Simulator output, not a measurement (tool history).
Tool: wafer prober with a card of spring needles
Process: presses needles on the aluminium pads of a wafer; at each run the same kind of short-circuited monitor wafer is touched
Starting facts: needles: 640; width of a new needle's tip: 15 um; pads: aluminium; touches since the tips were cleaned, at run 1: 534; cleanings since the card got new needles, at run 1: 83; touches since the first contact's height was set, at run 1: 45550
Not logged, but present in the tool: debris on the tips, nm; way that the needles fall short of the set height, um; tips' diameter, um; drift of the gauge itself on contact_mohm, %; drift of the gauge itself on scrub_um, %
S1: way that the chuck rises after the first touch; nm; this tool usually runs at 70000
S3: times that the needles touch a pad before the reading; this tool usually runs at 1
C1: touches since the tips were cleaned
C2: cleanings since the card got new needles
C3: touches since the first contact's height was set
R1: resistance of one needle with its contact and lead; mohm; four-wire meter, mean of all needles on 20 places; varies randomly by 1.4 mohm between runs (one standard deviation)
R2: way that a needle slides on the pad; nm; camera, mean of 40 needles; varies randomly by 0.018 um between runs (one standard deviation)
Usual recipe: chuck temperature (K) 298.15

Run 1, day 0: usual settings; C1 534; C2 83; C3 45550. Result: R1 155 mohm, R2 13070 nm.
At day 0.504: tips cleaned on abrasive film.
At day 1.008: tips cleaned on abrasive film.
At day 1.638: tips cleaned on abrasive film.
At day 2.267: tips cleaned on abrasive film.
Run 2, day 2.492: usual settings; C1 1788; C2 87; C3 65345. Result: R1 177 mohm, R2 13030 nm.
At day 2.871: tips cleaned on abrasive film.
At day 3.375: tips cleaned on abrasive film.
At day 4.004: tips cleaned on abrasive film.
At day 4.633: tips cleaned on abrasive film.
At day 5.262: tips cleaned on abrasive film.
Run 3, day 5.504: usual settings; C1 1944; C2 92; C3 89296. Result: R1 186 mohm, R2 12950 nm.
At day 5.883: tips cleaned on abrasive film.
At day 6.388: tips cleaned on abrasive film.
At day 7.017: tips cleaned on abrasive film.
At day 7.521: tips cleaned on abrasive film.
At day 8.15: tips cleaned on abrasive film.
Run 4, day 8.2: usual settings; C1 404; C2 97; C3 110707. Result: R1 153 mohm, R2 12940 nm.
At day 8.704: tips cleaned on abrasive film.
At day 8.717: height of the first contact set anew.
At day 9.346: tips cleaned on abrasive film.
At day 9.975: tips cleaned on abrasive film.
Run 5, day 10.292: usual settings; C1 2538; C2 100; C3 12542. Result: R1 195 mohm, R2 12780 nm.
At day 10.546: tips cleaned on abrasive film.
At day 11.05: tips cleaned on abrasive film.
At day 11.679: tips cleaned on abrasive film.
At day 12.308: tips cleaned on abrasive film.
Run 6, day 12.383: usual settings; C1 601; C2 104; C3 29148. Result: R1 157 mohm, R2 12670 nm.
At day 12.888: tips cleaned on abrasive film.
At day 13.517: tips cleaned on abrasive film.
At day 14.146: tips cleaned on abrasive film.
At day 14.65: tips cleaned on abrasive film.
At day 15.279: tips cleaned on abrasive film.
At day 15.783: tips cleaned on abrasive film.
Run 7, day 15.938: usual settings; C1 1205; C2 110; C3 57363. Result: R1 171 mohm, R2 12600 nm.
At day 16.317: tips cleaned on abrasive film.
At day 16.821: tips cleaned on abrasive film.
At day 17.325: tips cleaned on abrasive film.
At day 17.954: tips cleaned on abrasive film.
At day 18.583: tips cleaned on abrasive film.
Run 8, day 18.675: usual settings; C1 756; C2 115; C3 79129. Result: R1 161 mohm, R2 12560 nm.
At day 19.179: tips cleaned on abrasive film.
At day 19.683: tips cleaned on abrasive film.
At day 20.312: tips cleaned on abrasive film.
At day 20.942: tips cleaned on abrasive film.
At day 21.571: tips cleaned on abrasive film.
At day 22.075: tips cleaned on abrasive film.
Run 9, day 22.142: usual settings but chuck temperature (K) 306.15; C1 530; C2 121; C3 106669. Result: R1 159 mohm, R2 12490 nm.
At day 22.529: height of the first contact set anew, once more.
At day 22.658: tips cleaned on abrasive film.
At day 23.288: tips cleaned on abrasive film.
At day 23.917: tips cleaned on abrasive film.
At day 24.421: tips cleaned on abrasive film.
At day 25.05: tips cleaned on abrasive film.
Run 10, day 25.212: usual settings but S1 52000 nm; C1 1300; C2 126; C3 21307. Result: R1 201 mohm, R2 9730 nm.
At day 25.592: tips cleaned on abrasive film.
At day 26.221: tips cleaned on abrasive film.
At day 26.85: tips cleaned on abrasive film.
Run 11, day 26.9: usual settings but S3 2; C1 403; C2 129; C3 34716. Result: R1 142 mohm, R2 13100 nm.
At day 27.408: tips cleaned on abrasive film.
At day 28.038: tips cleaned on abrasive film.
At day 28.667: tips cleaned on abrasive film.
At day 29.296: tips cleaned on abrasive film.
At day 29.8: tips cleaned on abrasive film.
Run 12, day 29.988: usual settings but S3 2; C1 1510; C2 134; C3 59235. Result: R1 154 mohm, R2 13080 nm.
At day 30.367: tips cleaned on abrasive film.
At day 30.996: tips cleaned on abrasive film.
At day 31.625: tips cleaned on abrasive film.
At day 32.129: tips cleaned on abrasive film.
At day 32.758: tips cleaned on abrasive film.
At day 33.262: tips cleaned on abrasive film.
Run 13, day 33.575: usual settings but chuck temperature (K) 320.15, S3 2; C1 2495; C2 140; C3 87738. Result: R1 176 mohm, R2 12980 nm.
At day 33.829: tips cleaned on abrasive film.
At day 34.458: tips cleaned on abrasive film.
At day 35.088: tips cleaned on abrasive film.
At day 35.717: tips cleaned on abrasive film.
At day 36.221: tips cleaned on abrasive film.
At day 36.742: tips cleaned on abrasive film.
Run 14, day 36.742: usual settings but S1 56000 nm, chuck temperature (K) 373.15, S3 3; C1 0; C2 146; C3 112879. Result: R1 160 mohm, R2 10250 nm.
At day 37.004: height of the first contact set anew.
At day 37.383: tips cleaned on abrasive film.
At day 38.012: tips cleaned on abrasive film.
At day 38.642: tips cleaned on abrasive film.
Run 15, day 38.838: usual settings but S1 60000 nm, chuck temperature (K) 373.15, S3 2; C1 1592; C2 149; C3 14596. Result: R1 188 mohm, R2 11300 nm.
At day 39.217: tips cleaned on abrasive film.
At day 39.846: tips cleaned on abrasive film.
At day 40.354: tips cleaned on abrasive film.
At day 40.983: tips cleaned on abrasive film.
At day 41.488: tips cleaned on abrasive film.
Run 16, day 41.533: usual settings but S1 54000 nm, chuck temperature (K) 342.15, S3 2; C1 396; C2 154; C3 36000. Result: R1 170 mohm, R2 10050 nm.
At day 42.038: tips cleaned on abrasive film.
At day 42.667: tips cleaned on abrasive film.
At day 43.296: tips cleaned on abrasive film.
At day 43.8: tips cleaned on abrasive film.
Run 17, day 44.3: usual settings but chuck temperature (K) 381.15; C1 3975; C2 158; C3 57982. Result: R1 228 mohm, R2 13050 nm.
At day 44.429: tips cleaned on abrasive film.
At day 44.933: tips cleaned on abrasive film.
At day 45.562: tips cleaned on abrasive film.
At day 46.067: tips cleaned on abrasive film.
At day 46.571: tips cleaned on abrasive film.
Run 18, day 46.571: usual settings but S1 75000 nm, chuck temperature (K) 343.15; C1 0; C2 163; C3 75991. Result: R1 148 mohm, R2 13910 nm.
At day 47.1: tips cleaned on abrasive film.
At day 47.604: tips cleaned on abrasive film.
At day 48.233: tips cleaned on abrasive film.
At day 48.804: tips cleaned on abrasive film.
Run 19, day 48.804: usual settings but S1 53000 nm, chuck temperature (K) 345.15; C1 0; C2 167; C3 93726. Result: R1 171 mohm, R2 9730 nm.
At day 49.308: tips cleaned on abrasive film.
At day 49.938: tips cleaned on abrasive film.
At day 50.442: tips cleaned on abrasive film.
At day 51.071: tips cleaned on abrasive film.
At day 51.458: height of the first contact set anew.
At day 51.712: tips cleaned on abrasive film.
Run 20, day 51.717: usual settings but S1 75000 nm, chuck temperature (K) 345.15, S3 2; C1 24; C2 172; C3 2025. Result: R1 145 mohm, R2 14130 nm.
At day 52.225: tips cleaned on abrasive film.
At day 52.729: tips cleaned on abrasive film.
At day 53.358: tips cleaned on abrasive film.
Run 21, day 53.738: usual settings but S1 60000 nm, chuck temperature (K) 357.15; C1 3033; C2 175; C3 18099. Result: R1 247 mohm, R2 11260 nm.

What does the tool deliver on the next run?
At day 53.862: tips cleaned on abrasive film.
At day 54.492: tips cleaned on abrasive film.
At day 55.121: tips cleaned on abrasive film.
At day 55.625: tips cleaned on abrasive film.
At day 56.254: tips cleaned on abrasive film.
At day 56.758: tips cleaned on abrasive film.
Run 22, day 57.212: usual settings but S1 60000 nm, chuck temperature (K) 357.15; C1 3619; C2 181; C3 45721. Result: R1 ?, R2 ?.

Run 22 produced R1 258 mohm, R2 11210 nm.
The same run, on a tool lacking any hidden state, would have yielded R1 144 mohm, R2 11320 nm.
